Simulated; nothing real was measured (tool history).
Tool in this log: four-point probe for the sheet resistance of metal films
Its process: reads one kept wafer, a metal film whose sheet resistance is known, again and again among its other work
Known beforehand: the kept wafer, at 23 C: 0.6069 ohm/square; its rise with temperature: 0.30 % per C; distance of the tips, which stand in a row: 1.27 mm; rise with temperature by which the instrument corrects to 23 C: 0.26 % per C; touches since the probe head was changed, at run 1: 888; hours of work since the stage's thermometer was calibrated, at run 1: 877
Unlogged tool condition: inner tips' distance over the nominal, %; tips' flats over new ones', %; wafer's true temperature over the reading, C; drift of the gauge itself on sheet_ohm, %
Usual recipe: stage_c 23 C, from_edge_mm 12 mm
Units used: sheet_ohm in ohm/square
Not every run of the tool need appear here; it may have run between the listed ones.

run     day  stage_c  from_edge_mm  touches since the probe head was changed  hours of work since the stage's thermometer was calibrated  sheet_ohm
  1       0       23            12                                       888                                                         877   0.610618
  2   0.479       23            12                                      1180                                                         883   0.610732
  3   1.092       23            12                                      1555                                                         891   0.610546
  4   1.588       23            12                                      1857                                                         897   0.610641
  5   2.104       23            12                                      2174                                                         904   0.610629
  6   2.496       23             6                                      2413                                                         908   0.621627
  7   3.225       19            12                                      2859                                                         918   0.609788
  8   3.867       19            12                                      3250                                                         926   0.609636
  9   4.496       19            12                                      3634                                                         934   0.609773
 10   4.862       19            12                                      3860                                                         938    0.60967
 11   5.271       19            12                                      4109                                                         944   0.609501
 12   5.979       23            12                                      4541                                                         953   0.610427
 13   6.733       33            12                                      5003                                                         962    0.61283
 14   7.262       23            38                                      5326                                                         969   0.607165
 15     7.9       23            38                                      5716                                                         977    0.60729
 16   8.271       23            38                                      5942                                                         982   0.607415
 17   8.754       23            38                                      6236                                                         988   0.607284
 18   9.183       24            13                                      6501                                                         993   0.610377
 19   9.854       24            13                                      6909                                                        1002    0.61023
 20  10.225       24            12                                      7137                                                        1006   0.610769
 21  10.892       23             3                                      7544                                                        1015   0.659989
 22  11.654       28            13                                      8009                                                        1024   0.610996
 23  12.129       19             3                                      8299                                                        1030    0.65888
 24  12.917       25             4                                      8781                                                        1040    0.63844
 25  13.525       25             4                                      9152                                                        1048   0.638449
 26  13.917       25             4                                      9391                                                        1053   0.638373
 27  14.388       25             4                                      9680                                                        1059   0.638554
 28  15.175       20            29                                     10161                                                        1069   0.606739
 29  15.525       20            29                                     10376                                                        1073   0.607012

Predict each of these 5 candidate next runs independently; none follows another, all start after run 29:
  A  16.096       28            16                                     10724                                                        1081          ?
  B  16.096       23            73                                     10724                                                        1081          ?
  C  16.096       26            28                                     10724                                                        1081          ?
  D  16.096       23            13                                     10724                                                        1081          ?
  E  16.096       20            19                                     10724                                                        1081          ?

run  sheet_ohm
  A   0.610237
  B    0.60721
  C   0.608414
  D   0.610054
  E   0.607689
With the hidden condition removed and each run's random variation left untouched, the same runs would have given:
run  sheet_ohm
  A    0.61023
  B   0.607203
  C   0.608407
  D   0.610047
  E   0.607682
